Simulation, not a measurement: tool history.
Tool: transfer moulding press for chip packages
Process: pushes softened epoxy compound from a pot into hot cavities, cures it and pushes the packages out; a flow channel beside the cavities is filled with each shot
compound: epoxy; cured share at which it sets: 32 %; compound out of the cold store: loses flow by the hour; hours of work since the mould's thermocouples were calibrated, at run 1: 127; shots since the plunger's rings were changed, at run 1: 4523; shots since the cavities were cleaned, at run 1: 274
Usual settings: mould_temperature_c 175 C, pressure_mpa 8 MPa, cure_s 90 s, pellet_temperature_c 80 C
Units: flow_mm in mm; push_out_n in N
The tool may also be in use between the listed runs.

run	day	mould_temperature_c	pressure_mpa	cure_s	pellet_temperature_c	hours of work since the mould's thermocouples were calibrated	shots since the plunger's rings were changed	shots since the cavities were cleaned	incoming compound's hours out of the cold store	flow_mm	push_out_n
1	0	175	8	90	80	127	4523	274	16.6	811	711
# day 1.025: plunger's sealing rings changed
# day 1.646: cavities cleaned with cleaning compound and waxed
2	3.312	175	8	90	80	185	738	553	20.6	831	832
# day 3.954: cavities cleaned with cleaning compound and waxed
3	5.304	175	8	90	80	220	1379	448	14.8	850	801
# day 6.338: cavities cleaned with cleaning compound and waxed
# day 8.783: cavities cleaned with cleaning compound and waxed
4	9.571	175	8	90	80	296	2755	261	10.7	847	741
# day 11.317: cavities cleaned with cleaning compound and waxed
5	12.962	175	8	90	80	357	3862	546	40.5	737	779
# day 13.683: cavities cleaned with cleaning compound and waxed
# day 16.05: plunger's sealing rings changed
# day 16.112: cavities cleaned with cleaning compound and waxed
6	17.2	175	8	90	80	430	362	362	27.1	819	819
# day 18.438: cavities cleaned with cleaning compound and waxed
7	20.45	175	8	90	80	489	1420	669	37.4	772	861
# day 20.829: cavities cleaned with cleaning compound and waxed
# day 23.142: cavities cleaned with cleaning compound and waxed
8	24.288	175	8	90	76	557	2654	381	8.7	867	810
# day 25.696: cavities cleaned with cleaning compound and waxed
9	27.508	175	8	99	86	615	3704	602	19.7	813	726
# day 28.1: cavities cleaned with cleaning compound and waxed
# day 30.067: mould's thermocouples calibrated
10	30.212	181	8.02	128	86	3	4553	673	17.2	794	583
# day 30.833: cavities cleaned with cleaning compound and waxed
# day 31.158: plunger's sealing rings changed
# day 33.475: cavities cleaned with cleaning compound and waxed
11	33.521	181	8.02	128	86	59	765	16	47.5	736	399
# day 36.129: cavities cleaned with cleaning compound and waxed
12	36.717	175	8.08	90	70	117	1806	196	37.2	771	661
# day 38.525: cavities cleaned with cleaning compound and waxed
# day 40.883: cavities cleaned with cleaning compound and waxed
13	40.883	175	8.08	90	70	191	3149	0	45.5	733	563

Hidden state or all else? Some run-to-run changes of flow_mm, split into what the settings, what came in and random variation would give without the hidden state, and what is left for the hidden state (with any gauge scatter that isn't in both results):
The hidden state here: true mould temperature over the reading, C; pressure that reaches the compound, % of what is set; grip of the stained cavities, % over clean ones'; drift of the gauge itself on flow_mm, %; drift of the gauge itself on push_out_n, %.
Run 4 -> 5: cavities cleaned with cleaning compound and waxed. flow_mm -110 mm: hidden state -7, all else -103.
Run 10 -> 11: cavities cleaned with cleaning compound and waxed, plunger's sealing rings changed, cavities cleaned with cleaning compound and waxed. flow_mm -58 mm: hidden state +42, all else -100.

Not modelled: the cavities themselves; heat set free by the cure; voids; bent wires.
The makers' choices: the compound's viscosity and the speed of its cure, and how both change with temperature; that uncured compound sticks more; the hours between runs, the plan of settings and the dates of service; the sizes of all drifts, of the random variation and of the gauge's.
